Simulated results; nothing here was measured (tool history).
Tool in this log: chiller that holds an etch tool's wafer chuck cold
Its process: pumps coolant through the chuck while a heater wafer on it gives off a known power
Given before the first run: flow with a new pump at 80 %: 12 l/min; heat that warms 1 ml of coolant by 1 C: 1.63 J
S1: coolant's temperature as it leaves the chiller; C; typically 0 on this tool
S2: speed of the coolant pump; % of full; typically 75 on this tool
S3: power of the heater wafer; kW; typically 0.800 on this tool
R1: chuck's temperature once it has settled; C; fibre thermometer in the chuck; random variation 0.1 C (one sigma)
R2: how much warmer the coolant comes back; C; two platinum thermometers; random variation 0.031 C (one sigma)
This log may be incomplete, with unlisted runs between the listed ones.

Run 1, hour 0.0: usual settings. Result: R1 10.0 C, R2 2.64 C.
Run 2, hour 20.3: usual settings. Result: R1 9.9 C, R2 2.68 C.
Run 3, hour 52.1: usual settings. Result: R1 9.8 C, R2 2.68 C.
Run 4, hour 85.7: usual settings. Result: R1 9.8 C, R2 2.62 C.
Run 5, hour 122.9: usual settings. Result: R1 9.8 C, R2 2.74 C.
Run 6, hour 150.5: usual settings. Result: R1 9.7 C, R2 2.74 C.
Run 7, hour 167.2: usual settings but S3 0.523 kW. Result: R1 6.4 C, R2 1.77 C.
Run 8, hour 198.8: usual settings but S3 0.523 kW. Result: R1 6.4 C, R2 1.76 C.
Run 9, hour 227.4: usual settings but S3 0.934 kW. Result: R1 11.5 C, R2 3.23 C.
Run 10, hour 249.7: usual settings but S2 97 % of full. Result: R1 8.3 C, R2 2.13 C.
Run 11, hour 283.3: usual settings but S2 97 % of full. Result: R1 8.3 C, R2 2.11 C.
Run 12, hour 308.0: usual settings. Result: R1 9.8 C, R2 2.79 C.
Run 13, hour 327.5: usual settings but S3 0.549 kW. Result: R1 6.6 C, R2 1.95 C.
Run 14, hour 354.6: usual settings but S3 0.549 kW. Result: R1 6.7 C, R2 1.96 C.
Run 15, hour 383.2: usual settings but S2 84 % of full. Result: R1 9.1 C, R2 2.50 C.
Run 16, hour 423.3: usual settings. Result: R1 9.8 C, R2 2.81 C.
Run 17, hour 443.6: usual settings but S2 76 % of full, S3 0.466 kW. Result: R1 5.7 C, R2 1.74 C.
Run 18, hour 471.2: usual settings but S2 76 % of full, S3 0.466 kW. Result: R1 5.6 C, R2 1.69 C.
Run 19, hour 493.0: usual settings but S2 79 % of full, S3 0.953 kW. Result: R1 11.3 C, R2 3.22 C.
Run 20, hour 510.5: usual settings but S2 79 % of full, S3 0.953 kW. Result: R1 11.4 C, R2 3.12 C.
Run 21, hour 551.7: usual settings but S2 79 % of full, S3 0.953 kW. Result: R1 11.5 C, R2 3.21 C.
At hour 573.9: gauge calibrated.
Run 22, hour 587.0: usual settings but S1 4 C, S2 81 % of full, S3 0.798 kW. Result: R1 13.5 C, R2 2.41 C.
Run 23, hour 613.2: usual settings but S1 -2 C, S3 0.527 kW. Result: R1 4.4 C, R2 1.75 C.
Run 24, hour 631.1: usual settings but S1 -7 C, S2 74 % of full, S3 0.527 kW. Result: R1 -0.5 C, R2 1.80 C.
Run 25, hour 653.3: usual settings but S1 7 C, S2 89 % of full, S3 0.588 kW. Result: R1 13.2 C, R2 1.67 C.
Run 26, hour 686.0: usual settings but S2 66 % of full. Result: R1 10.9 C, R2 3.04 C.

What does the tool deliver on the next run?
Run 27, hour 705.7: usual settings but S2 66 % of full. Result: R1 ?, R2 ?.

R1: 10.8 C
R2: 3.03 C
Had the tool carried no hidden state, the very same run would have given R1 10.8 C, R2 2.97 C.
